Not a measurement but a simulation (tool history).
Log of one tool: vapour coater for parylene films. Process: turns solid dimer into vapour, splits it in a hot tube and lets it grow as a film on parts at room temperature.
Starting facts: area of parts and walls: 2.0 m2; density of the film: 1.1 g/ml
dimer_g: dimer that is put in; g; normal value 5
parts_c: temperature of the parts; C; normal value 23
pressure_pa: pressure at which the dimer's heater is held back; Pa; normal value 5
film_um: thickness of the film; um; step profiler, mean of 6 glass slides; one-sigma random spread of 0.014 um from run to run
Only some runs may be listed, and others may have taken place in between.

run,day,dimer_g,parts_c,pressure_pa,film_um
1,0,5,23,5,1.42
2,1.242,6,23,5,1.68
3,1.992,6,23,5,1.69
4,3.15,5,23,6.02,1.37
5,4.212,5,23,5,1.41
# day 4.333: table's thermometer calibrated
6,5.321,5,23,5,1.4
# day 6.838: table's thermometer calibrated, once more
7,6.996,5,23,5,1.42
8,8.671,5,16,5,1.93
9,9.546,5,16,5,1.91
10,10.808,5,16,5,1.92
11,11.625,4,21,2.42,1.28
12,12.392,4,21,2.42,1.29
13,13.258,4,21,2.42,1.26
14,14.342,4,19,2.42,1.39
15,15.6,4,19,2.42,1.37

5 ways to go on from here, each from the tool as it stands after run 15. What would each give?
A,16.592,4,16,2.42,?
B,16.592,6,26,6.77,?
C,16.592,3,19,6.73,?
D,16.592,2,23,2.42,?
E,16.592,4,15,4.78,?

run,film_um
A,1.58
B,1.44
C,0.95
D,0.59
E,1.59
Had the tool no hidden state, the same runs would have come out as:
run,film_um
A,1.63
B,1.49
C,0.98
D,0.61
E,1.64
